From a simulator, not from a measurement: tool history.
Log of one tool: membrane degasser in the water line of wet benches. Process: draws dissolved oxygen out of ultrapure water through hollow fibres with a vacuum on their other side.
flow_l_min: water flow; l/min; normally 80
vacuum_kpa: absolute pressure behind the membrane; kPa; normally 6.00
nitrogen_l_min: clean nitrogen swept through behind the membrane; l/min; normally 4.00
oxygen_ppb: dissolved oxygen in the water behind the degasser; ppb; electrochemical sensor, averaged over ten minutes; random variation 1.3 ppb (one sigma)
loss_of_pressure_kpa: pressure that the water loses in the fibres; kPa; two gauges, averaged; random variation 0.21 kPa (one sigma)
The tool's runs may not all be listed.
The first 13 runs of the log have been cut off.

run    hour  flow_l_min  vacuum_kpa  nitrogen_l_min  oxygen_ppb  loss_of_pressure_kpa
 14  1431.9          96       10.67            4.00       394.1                 57.11
 15  1580.2          96       10.67            4.00       388.7                 57.21
 16  1698.6          96       10.67            4.00       395.2                 57.40
 17  1803.5          80       10.17            4.00       319.5                 47.68
 18  1875.4          80        7.78            4.81       181.2                 47.76
 19  1995.1          71       12.78            5.39       294.2                 42.43
 20  2121.0          71       12.78            5.39       294.1                 42.55
 21  2234.6         124       12.54            7.54       357.0                 74.27
 22  2315.7          65        6.00           11.51        44.9                 38.74
 23  2455.7         124       11.57            4.00       549.5                 74.04
 24  2596.9          57       10.31            3.59       260.8                 33.92
 25  2684.4         127       10.31            6.82       317.6                 75.83
 26  2828.0          53        5.53            2.30       132.8                 31.57
 27  2959.2          49        8.89            1.98       310.6                 29.60
 28  3118.5         121       13.44            4.00       632.4                 72.54
 29  3279.9          71        6.00            8.75        63.1                 42.55
 30  3398.6          71        6.00            8.75        65.6                 42.42
 31  3497.0          67        6.00            8.75        61.1                 40.02
 32  3585.1          59        8.26            4.00       180.8                 35.68

4 ways to go on from here, each from the tool as it stands after run 32. What would each give?
  A  3670.9          86        6.00            3.31           ?                     ?
  B  3670.9          59        8.26            3.80           ?                     ?
  C  3670.9          52        5.42            4.00           ?                     ?
  D  3670.9          59        5.33            4.00           ?                     ?

run  oxygen_ppb  loss_of_pressure_kpa
  A       177.9                 51.59
  B       191.7                 35.38
  C        78.3                 31.33
  D        84.5                 35.51
Had the tool no hidden state, the same runs would have come out as:
run  oxygen_ppb  loss_of_pressure_kpa
  A       159.5                 49.95
  B       179.8                 34.26
  C        68.2                 30.34
  D        73.4                 34.38

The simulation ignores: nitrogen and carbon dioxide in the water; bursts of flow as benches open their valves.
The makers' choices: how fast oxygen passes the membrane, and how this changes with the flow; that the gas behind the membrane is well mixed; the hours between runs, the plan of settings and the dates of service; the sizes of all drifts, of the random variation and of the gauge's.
